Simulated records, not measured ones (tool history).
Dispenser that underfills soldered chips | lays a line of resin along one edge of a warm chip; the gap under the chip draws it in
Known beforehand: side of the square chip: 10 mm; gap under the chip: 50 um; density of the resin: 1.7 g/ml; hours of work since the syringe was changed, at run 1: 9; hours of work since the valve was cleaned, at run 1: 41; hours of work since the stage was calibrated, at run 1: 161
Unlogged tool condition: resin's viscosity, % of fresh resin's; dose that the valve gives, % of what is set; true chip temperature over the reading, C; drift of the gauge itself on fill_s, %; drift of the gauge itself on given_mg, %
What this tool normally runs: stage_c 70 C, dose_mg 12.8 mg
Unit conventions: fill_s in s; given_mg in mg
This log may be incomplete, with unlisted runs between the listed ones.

| run | day | stage_c | dose_mg | hours of work since the syringe was changed | hours of work since the valve was cleaned | hours of work since the stage was calibrated | fill_s | given_mg |
|---|---|---|---|---|---|---|---|---|
| 1 | 0.000 | 70 | 12.8 | 9 | 41 | 161 | 183.7 | 12.65 |
|  | 0.142 | new syringe of resin |
| 2 | 0.396 | 70 | 12.7 | 4 | 47 | 167 | 135.1 | 12.52 |
| 3 | 0.792 | 70 | 12.7 | 9 | 53 | 172 | 186.8 | 12.54 |
|  | 0.879 | dispensing valve cleaned and set on the balance |
|  | 0.942 | new syringe of resin |
| 4 | 1.088 | 70 | 12.8 | 2 | 3 | 176 | 122.9 | 12.75 |
| 5 | 1.429 | 70 | 12.8 | 7 | 8 | 181 | 166.2 | 12.71 |
|  | 1.708 | new syringe of resin |
| 6 | 1.708 | 70 | 12.8 | 0 | 12 | 185 | 109.4 | 12.65 |
| 7 | 2.029 | 70 | 11.7 | 5 | 16 | 189 | 145.6 | 11.59 |
| 8 | 2.271 | 70 | 11.7 | 8 | 20 | 193 | 177.3 | 11.57 |
|  | 2.471 | new syringe of resin |
| 9 | 2.500 | 70 | 12.8 | 0 | 23 | 196 | 111.5 | 12.65 |
| 10 | 2.929 | 70 | 12.8 | 7 | 29 | 202 | 156.6 | 12.64 |
|  | 3.254 | new syringe of resin |
| 11 | 3.317 | 70 | 12.8 | 1 | 35 | 208 | 116.6 | 12.60 |
| 12 | 3.683 | 70 | 12.8 | 6 | 40 | 213 | 155.8 | 12.61 |
| 13 | 3.988 | 70 | 12.8 | 11 | 44 | 217 | 201.2 | 12.56 |
|  | 4.021 | new syringe of resin |
| 14 | 4.221 | 70 | 12.8 | 3 | 48 | 221 | 131.2 | 12.55 |
| 15 | 4.558 | 70 | 12.8 | 8 | 52 | 225 | 174.2 | 12.54 |
|  | 4.662 | dispensing valve cleaned and set on the balance |
|  | 4.833 | new syringe of resin |
| 16 | 5.050 | 85 | 12.8 | 3 | 5 | 232 | 66.2 | 12.79 |
| 17 | 5.467 | 68 | 12.8 | 9 | 11 | 238 | 202.7 | 12.74 |
|  | 5.608 | new syringe of resin |
| 18 | 5.700 | 68 | 12.8 | 1 | 15 | 241 | 127.5 | 12.75 |
| 19 | 6.050 | 68 | 12.8 | 6 | 20 | 246 | 171.1 | 12.69 |
|  | 6.375 | new syringe of resin |
| 20 | 6.375 | 75 | 12.8 | 0 | 24 | 251 | 86.7 | 12.68 |
| 21 | 6.633 | 63 | 12.7 | 4 | 28 | 254 | 190.4 | 12.58 |
| 22 | 6.888 | 82 | 12.8 | 7 | 32 | 258 | 94.9 | 12.67 |
|  | 7.146 | new syringe of resin |
| 23 | 7.333 | 63 | 13.4 | 3 | 38 | 264 | 176.7 | 13.25 |
| 24 | 7.600 | 63 | 15.6 | 7 | 42 | 268 | 216.5 | 15.40 |
|  | 7.908 | new syringe of resin |
| 25 | 8.029 | 63 | 15.6 | 2 | 48 | 274 | 164.2 | 15.35 |
|  | 8.450 | dispensing valve cleaned and set on the balance |
| 26 | 8.462 | 83 | 15.7 | 7 | 0 | 280 | 86.2 | 15.72 |
|  | 8.717 | new syringe of resin |
| 27 | 8.717 | 83 | 15.9 | 0 | 4 | 283 | 56.0 | 15.95 |
| 28 | 8.979 | 60 | 11.2 | 4 | 8 | 287 | 224.2 | 11.18 |
| 29 | 9.283 | 64 | 14.6 | 8 | 12 | 292 | 225.1 | 14.58 |
|  | 9.492 | new syringe of resin |
| 30 | 9.575 | 70 | 12.1 | 1 | 16 | 296 | 113.6 | 12.05 |
| 31 | 9.788 | 70 | 12.1 | 4 | 19 | 299 | 135.9 | 12.04 |
| 32 | 10.121 | 82 | 14.1 | 9 | 24 | 304 | 100.1 | 13.99 |
|  | 10.254 | new syringe of resin |
| 33 | 10.562 | 56 | 13.6 | 4 | 30 | 310 | 274.1 | 13.49 |
| 34 | 10.988 | 60 | 13.4 | 11 | 36 | 316 | 314.0 | 13.26 |
|  | 11.029 | new syringe of resin |
| 35 | 11.400 | 57 | 16.0 | 5 | 42 | 322 | 270.0 | 15.84 |

Here are 3 independent what-if runs from the current tool condition. What would each one return?
| A | 11.750 | 55 | 15.8 | 10 | 47 | 327 | ? | ? |
| B | 11.750 | 72 | 14.9 | 10 | 47 | 327 | ? | ? |
| C | 11.750 | 74 | 12.8 | 10 | 47 | 327 | ? | ? |

| run | fill_s | given_mg |
|---|---|---|
| A | 409.6 | 15.61 |
| B | 168.7 | 14.67 |
| C | 159.7 | 12.62 |
With no hidden state in the tool, these same runs would have given:
| run | fill_s | given_mg |
|---|---|---|
| A | 242.4 | 15.82 |
| B | 98.9 | 14.87 |
| C | 93.4 | 12.79 |
